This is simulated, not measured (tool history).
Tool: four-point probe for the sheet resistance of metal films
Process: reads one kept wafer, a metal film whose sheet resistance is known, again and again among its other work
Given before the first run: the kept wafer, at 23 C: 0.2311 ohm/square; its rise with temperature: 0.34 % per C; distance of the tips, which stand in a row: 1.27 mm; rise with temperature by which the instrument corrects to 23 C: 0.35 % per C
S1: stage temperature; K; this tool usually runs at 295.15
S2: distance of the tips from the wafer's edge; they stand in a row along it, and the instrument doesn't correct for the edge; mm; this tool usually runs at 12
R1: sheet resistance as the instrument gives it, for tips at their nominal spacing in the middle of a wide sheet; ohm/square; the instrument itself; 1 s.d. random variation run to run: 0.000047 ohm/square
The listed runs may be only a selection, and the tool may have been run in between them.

run    hour      S1  S2        R1
  1       0  295.15  12  0.232475
  2    42.8  295.15  12  0.232522
  3    78.2  295.15  12  0.232506
  4     145  295.15  12  0.232453
  5   214.3  298.15  12  0.232494
  6   244.3  295.15   8  0.234147
  7   284.1  294.15  12  0.232532
  8   324.1  295.15   9  0.233555
  9   389.2  295.15   9  0.233578
 10   443.9  295.15  69  0.231129
      459.3  -- stage's thermometer calibrated
 11     485  295.15  69  0.231228
 12     538  295.15  12  0.232458
 13     578  295.15  12  0.232484
 14   608.6  295.15  12  0.232528
 15   671.8  303.15   9  0.233447
 16   701.2  302.15  12  0.232385
 17     754  302.15  12  0.232427
 18     794  304.15   8  0.234091
 19   823.9  307.15  14  0.231939
 20   890.2  299.15  29  0.231274
 21   925.4  299.15  29   0.23134
 22   965.5  304.15   8  0.234115
 23    1009  304.15   8  0.234131
 24    1040  296.15  38  0.231222
 25  1093.6  296.15  31  0.231269
 26  1162.1  296.15  31  0.231267
 27  1229.5  297.15  45  0.231228
 28  1280.8  291.15  13  0.232336

Here are 3 independent what-if runs from the current tool condition. What would each one return?
  A  1331.1  291.15  12   ?
  B  1331.1  306.15  20   ?
  C  1331.1  295.15   6   ?

run        R1
  A  0.232668
  B  0.231484
  C  0.236556
With no hidden state in the tool, these same runs would have given:
run        R1
  A  0.232666
  B  0.231483
  C  0.236554
